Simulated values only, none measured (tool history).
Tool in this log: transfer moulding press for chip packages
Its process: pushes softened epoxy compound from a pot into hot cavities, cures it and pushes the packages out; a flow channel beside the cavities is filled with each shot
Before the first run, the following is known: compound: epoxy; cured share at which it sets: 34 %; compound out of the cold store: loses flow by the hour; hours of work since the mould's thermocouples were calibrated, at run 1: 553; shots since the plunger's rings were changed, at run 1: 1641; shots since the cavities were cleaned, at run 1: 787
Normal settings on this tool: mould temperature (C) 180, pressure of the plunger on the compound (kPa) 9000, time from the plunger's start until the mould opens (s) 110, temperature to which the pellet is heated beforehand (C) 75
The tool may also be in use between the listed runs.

| run | day | mould temperature (C) | pressure of the plunger on the compound (kPa) | time from the plunger's start until the mould opens (s) | temperature to which the pellet is heated beforehand (C) | hours of work since the mould's thermocouples were calibrated | shots since the plunger's rings were changed | shots since the cavities were cleaned | incoming compound's hours out of the cold store | length that the compound runs in the flow channel (mm) | greatest force on the pins that push the packages out (N) |
|---|---|---|---|---|---|---|---|---|---|---|---|
| 1 | 0 | 180 | 9000 | 110 | 75 | 553 | 1641 | 787 | 11.8 | 669 | 476 |
| 2 | 1.396 | 177 | 9000 | 110 | 75 | 567 | 1867 | 1013 | 32.6 | 626 | 536 |
|  | 2.279 | cavities cleaned with cleaning compound and waxed |
| 3 | 3.862 | 177 | 9000 | 110 | 70 | 591 | 2258 | 258 | 34.1 | 621 | 519 |
| 4 | 6.042 | 180 | 9000 | 110 | 75 | 613 | 2612 | 612 | 39.5 | 603 | 488 |
| 5 | 7.867 | 180 | 9000 | 134 | 75 | 631 | 2908 | 908 | 41.5 | 592 | 424 |
|  | 9.383 | cavities cleaned with cleaning compound and waxed |
| 6 | 9.554 | 180 | 9000 | 134 | 75 | 647 | 3172 | 29 | 19.7 | 644 | 427 |
| 7 | 11.221 | 180 | 9000 | 110 | 81 | 663 | 3442 | 299 | 45.5 | 591 | 463 |
| 8 | 12.904 | 180 | 9000 | 110 | 75 | 680 | 3715 | 572 | 37.5 | 602 | 468 |
| 9 | 14.146 | 180 | 9000 | 110 | 76 | 692 | 3917 | 774 | 40.2 | 595 | 475 |
| 10 | 15.446 | 188 | 9000 | 110 | 75 | 705 | 4128 | 985 | 36.7 | 583 | 418 |
|  | 16.475 | cavities cleaned with cleaning compound and waxed |
| 11 | 16.908 | 180 | 9000 | 110 | 75 | 719 | 4355 | 70 | 32.4 | 631 | 457 |
| 12 | 19.304 | 180 | 9000 | 110 | 75 | 743 | 4744 | 459 | 46.2 | 590 | 465 |
| 13 | 21.358 | 180 | 7000 | 110 | 73 | 764 | 5077 | 792 | 18.8 | 577 | 490 |
|  | 23.767 | cavities cleaned with cleaning compound and waxed |
| 14 | 23.95 | 180 | 7000 | 110 | 73 | 789 | 5488 | 30 | 11.3 | 585 | 483 |
| 15 | 25.808 | 180 | 10160 | 110 | 73 | 807 | 5789 | 331 | 32.3 | 659 | 484 |
| 16 | 27.562 | 180 | 10160 | 110 | 73 | 825 | 6074 | 616 | 34.1 | 658 | 477 |
|  | 28.729 | mould's thermocouples calibrated |
| 17 | 30.046 | 180 | 7050 | 110 | 75 | 13 | 6464 | 1006 | 13.3 | 574 | 477 |
|  | 30.992 | cavities cleaned with cleaning compound and waxed |
| 18 | 31.846 | 181 | 8320 | 110 | 74 | 30 | 6746 | 139 | 47 | 555 | 465 |
|  | 32.675 | plunger's sealing rings changed |
| 19 | 34.262 | 174 | 9000 | 130 | 70 | 53 | 258 | 514 | 13.8 | 673 | 493 |
| 20 | 35.679 | 174 | 7070 | 130 | 70 | 67 | 488 | 744 | 22.7 | 587 | 485 |
| 21 | 37.075 | 174 | 7070 | 130 | 81 | 81 | 714 | 970 | 38 | 555 | 502 |
|  | 38.233 | cavities cleaned with cleaning compound and waxed |
| 22 | 38.529 | 177 | 9000 | 119 | 75 | 95 | 940 | 48 | 11.9 | 678 | 500 |
| 23 | 39.688 | 180 | 8460 | 110 | 74 | 107 | 1128 | 236 | 10.1 | 647 | 479 |
| 24 | 40.746 | 180 | 10120 | 110 | 71 | 117 | 1300 | 408 | 44.2 | 626 | 465 |

Take each entry between the runs: how does the hidden state at the last listed run before it differ from the hidden state at the first listed run after it?
Logged between run 2 and run 3: cavities cleaned with cleaning compound and waxed (day 2.279)
  true mould temperature over the reading, C: 0.01 -> 0.02; pressure that reaches the compound, % of what is set: 99.94 -> 99.93; grip of the stained cavities, % over clean ones': 1.7 -> 1
Logged between run 5 and run 6: cavities cleaned with cleaning compound and waxed (day 9.383)
  pressure that reaches the compound, % of what is set: 99.91 -> 99.9; grip of the stained cavities, % over clean ones': 1.7 -> 0.2
Logged between run 10 and run 11: cavities cleaned with cleaning compound and waxed (day 16.475)
  pressure that reaches the compound, % of what is set: 99.87 -> 99.86; grip of the stained cavities, % over clean ones': 1.7 -> 0.4
Logged between run 13 and run 14: cavities cleaned with cleaning compound and waxed (day 23.767)
  pressure that reaches the compound, % of what is set: 99.84 -> 99.83; grip of the stained cavities, % over clean ones': 1.6 -> 0.2
Logged between run 16 and run 17: mould's thermocouples calibrated (day 28.729)
  true mould temperature over the reading, C: 0.02 -> -0.01; pressure that reaches the compound, % of what is set: 99.81 -> 99.8; grip of the stained cavities, % over clean ones': 1.5 -> 1.7
Logged between run 17 and run 18: cavities cleaned with cleaning compound and waxed (day 30.992)
  pressure that reaches the compound, % of what is set: 99.8 -> 99.79; grip of the stained cavities, % over clean ones': 1.7 -> 0.6
Logged between run 18 and run 19: plunger's sealing rings changed (day 32.675)
  pressure that reaches the compound, % of what is set: 99.79 -> 99.99; grip of the stained cavities, % over clean ones': 0.6 -> 1.4
Logged between run 21 and run 22: cavities cleaned with cleaning compound and waxed (day 38.233)
  pressure that reaches the compound, % of what is set: 99.98 -> 99.97; grip of the stained cavities, % over clean ones': 1.7 -> 0.2

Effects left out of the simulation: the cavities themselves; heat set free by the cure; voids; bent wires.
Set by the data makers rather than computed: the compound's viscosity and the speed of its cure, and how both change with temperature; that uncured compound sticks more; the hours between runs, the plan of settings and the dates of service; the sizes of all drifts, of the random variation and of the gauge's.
